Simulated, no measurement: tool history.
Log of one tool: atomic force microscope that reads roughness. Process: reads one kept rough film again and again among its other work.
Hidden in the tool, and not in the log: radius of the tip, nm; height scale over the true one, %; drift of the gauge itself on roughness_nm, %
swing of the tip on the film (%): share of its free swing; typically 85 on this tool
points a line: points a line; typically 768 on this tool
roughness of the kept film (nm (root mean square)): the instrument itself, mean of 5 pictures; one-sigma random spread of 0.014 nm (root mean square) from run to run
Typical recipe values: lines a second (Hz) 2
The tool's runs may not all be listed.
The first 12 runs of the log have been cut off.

run,hour,lines a second (Hz),swing of the tip on the film (%),points a line,pictures with this tip,hours of work since the height scale was calibrated,roughness of the kept film (nm (root mean square))
13,616.3,2,69,768,192,1560,3.778
14,661.8,2,69,768,251,1591,3.752
# hour 705.7: new tip fitted
15,709.6,2,85,768,5,1624,3.524
16,754.2,2,85,768,63,1654,3.463
17,787.7,2,85,768,106,1677,3.454
18,861.8,2,85,768,202,1728,3.407
19,925.1,2,85,768,284,1771,3.371
# hour 940.6: new tip fitted
20,1000.8,1.44,85,768,78,1823,3.657
21,1077,1.44,85,768,177,1875,3.607
22,1124.1,1.44,85,768,238,1907,3.551
# hour 1177: new tip fitted
23,1185.9,1.44,85,768,11,1949,3.691
24,1246.6,1.44,85,768,90,1990,3.637
25,1318.5,1.44,85,768,183,2040,3.603
26,1384.7,2,85,374,269,2085,3.359
# hour 1415.3: new tip fitted
27,1450.6,0.68,85,580,46,2130,3.977
28,1494.2,0.7,85,637,102,2159,3.914

Run 29 has not been measured yet. What should we expect?
29,1559.3,0.7,85,637,187,2204,?

{"run 29": {"roughness of the kept film (nm (root mean square))": 3.861}}
With the hidden condition absent and the run-to-run variation left alone, this run would have shown roughness of the kept film (nm (root mean square)) 4.03.
